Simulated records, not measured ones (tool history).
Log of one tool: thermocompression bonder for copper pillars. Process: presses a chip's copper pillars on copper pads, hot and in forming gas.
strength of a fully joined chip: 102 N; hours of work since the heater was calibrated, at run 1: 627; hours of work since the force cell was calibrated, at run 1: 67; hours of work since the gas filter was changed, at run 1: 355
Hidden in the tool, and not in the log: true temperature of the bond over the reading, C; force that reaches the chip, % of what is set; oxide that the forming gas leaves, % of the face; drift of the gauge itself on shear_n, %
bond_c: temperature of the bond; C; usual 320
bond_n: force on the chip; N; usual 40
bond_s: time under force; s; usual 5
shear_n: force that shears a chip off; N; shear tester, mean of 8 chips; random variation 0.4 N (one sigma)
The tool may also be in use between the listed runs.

run	day	bond_c	bond_n	bond_s	hours of work since the heater was calibrated	hours of work since the force cell was calibrated	hours of work since the gas filter was changed	shear_n
1	0	320	40	5	627	67	355	73.5
2	1.033	320	40	5	637	78	366	73.3
3	1.658	320	40	5	644	84	372	73.4
4	2.896	320	40	5	657	97	385	72.8
# day 2.992: forming gas filter changed
5	3.967	320	40	5	668	108	10	73.1
6	5.046	320	40	5	679	120	21	73.1
7	5.775	320	40	5	687	127	29	72.8
8	6.317	320	40	3	692	133	35	64.6
9	7.067	320	40	3	700	141	43	64.2
10	7.654	320	40	11	706	147	49	85.3
11	8.408	311	40	5	714	155	57	68
12	9.033	314	40	5	721	161	63	70.4
13	9.829	314	40	5	729	170	72	69.3
14	11.021	320	40	5	742	182	84	73.2
15	12.071	320	40	3	753	193	95	64.1
16	13.046	320	40	5	763	203	105	73.1
17	13.625	320	40	5	769	209	111	73.7
18	14.258	320	40	5	776	216	118	73.7
19	14.971	320	40	5	783	224	125	74.2
20	15.858	320	40	5	792	233	135	73.2
21	16.846	320	46	5	803	243	145	78.2
22	18.021	313	39	6	815	255	157	72
23	18.971	313	39	6	825	265	167	72.2
24	19.862	324	38	5	834	275	177	74.1
25	20.462	311	26	5	841	281	183	53.2
26	21.3	309	26	4	849	290	192	48.5
27	22.342	338	58	5	860	301	203	92
28	22.933	300	51	3	866	307	209	61
29	23.767	302	59	8	875	316	218	84.5
30	24.521	349	30	7	883	324	225	83.4
31	25.221	292	31	3	890	331	233	40.8
32	26.412	292	31	3	903	343	245	40.5
33	27.546	292	31	3	915	355	257	41
34	28.821	341	25	10	928	369	271	80.1
35	29.633	320	40	3	937	377	279	64
36	30.617	320	40	3	947	387	289	63.5
37	31.208	320	40	3	953	394	296	64.3

The next listed run, before its measurement:
38	32.471	320	40	3	966	407	309	?

shear_n: 63.7 N
Without the tool's hidden state the same run would have given shear_n 63.7 N.
